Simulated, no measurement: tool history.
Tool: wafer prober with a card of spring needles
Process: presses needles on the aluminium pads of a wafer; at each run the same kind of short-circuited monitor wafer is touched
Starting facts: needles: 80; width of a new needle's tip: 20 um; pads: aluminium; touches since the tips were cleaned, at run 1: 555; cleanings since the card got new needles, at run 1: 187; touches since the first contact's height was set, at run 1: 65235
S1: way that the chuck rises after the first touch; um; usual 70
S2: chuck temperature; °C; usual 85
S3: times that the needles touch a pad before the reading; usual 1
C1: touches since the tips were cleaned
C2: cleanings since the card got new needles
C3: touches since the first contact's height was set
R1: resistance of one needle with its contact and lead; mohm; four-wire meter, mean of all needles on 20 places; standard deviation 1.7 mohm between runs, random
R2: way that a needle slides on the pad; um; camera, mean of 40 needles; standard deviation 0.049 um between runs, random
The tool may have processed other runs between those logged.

run	hour	S1	S2	S3	C1	C2	C3	R1	R2
1	0.0	70	85	1	555	187	65235	170	19.03
# hour 5.8: tips cleaned on abrasive film
# hour 12.7: tips cleaned on abrasive film
# hour 19.9: tips cleaned on abrasive film
# hour 25.7: tips cleaned on abrasive film
2	29.5	70	85	1	1958	191	80001	167	19.11
# hour 32.5: tips cleaned on abrasive film
# hour 39.5: tips cleaned on abrasive film
3	43.4	89	85	1	1957	193	86934	165	24.28
# hour 46.3: tips cleaned on abrasive film
# hour 53.4: tips cleaned on abrasive film
# hour 59.2: tips cleaned on abrasive film
4	64.1	89	85	1	2521	196	97296	164	24.19
# hour 65.7: tips cleaned on abrasive film
# hour 72.8: tips cleaned on abrasive film
# hour 78.7: tips cleaned on abrasive film
5	78.7	70	54	1	0	199	104512	163	18.98
# hour 85.8: tips cleaned on abrasive film
# hour 91.6: tips cleaned on abrasive film
# hour 93.3: height of the first contact set anew
# hour 99.1: tips cleaned on abrasive film
# hour 104.9: tips cleaned on abrasive film
6	106.1	70	54	1	602	203	6352	164	18.97
# hour 111.8: tips cleaned on abrasive film
# hour 119.0: tips cleaned on abrasive film
# hour 126.2: tips cleaned on abrasive film
7	131.1	70	85	1	2482	206	18896	170	18.85
# hour 132.6: tips cleaned on abrasive film
# hour 139.7: tips cleaned on abrasive film
# hour 145.5: tips cleaned on abrasive film
# hour 151.3: tips cleaned on abrasive film
# hour 157.7: tips cleaned on abrasive film
8	157.7	70	85	1	0	211	32115	169	18.94
# hour 163.4: tips cleaned on abrasive film
# hour 170.6: tips cleaned on abrasive film
# hour 177.7: tips cleaned on abrasive film
9	182.3	70	85	1	2340	214	44434	168	18.88
# hour 183.8: tips cleaned on abrasive film
# hour 190.9: tips cleaned on abrasive film
# hour 196.6: tips cleaned on abrasive film
# hour 202.4: tips cleaned on abrasive film
# hour 208.2: tips cleaned on abrasive film
10	213.0	75	85	1	2435	219	59756	164	20.15
# hour 214.5: tips cleaned on abrasive film
# hour 221.7: tips cleaned on abrasive film
# hour 228.9: tips cleaned on abrasive film
# hour 234.8: tips cleaned on abrasive film
11	234.8	75	85	1	0	223	70627	167	20.16
# hour 242.0: tips cleaned on abrasive film
# hour 247.8: tips cleaned on abrasive film
12	253.2	75	85	1	2753	225	79848	165	20.08

Estimate the outcome of run 13 from the log above:
# hour 254.6: tips cleaned on abrasive film
# hour 260.4: tips cleaned on abrasive film
# hour 267.5: tips cleaned on abrasive film
# hour 274.7: tips cleaned on abrasive film
# hour 280.5: tips cleaned on abrasive film
13	280.6	75	85	1	64	230	93468	?	?

{"run 13": {"R1": 167, "R2": 20.21}}
With the hidden condition absent and the run-to-run variation left alone, this run would have shown R1 167 mohm, R2 20.62 um.
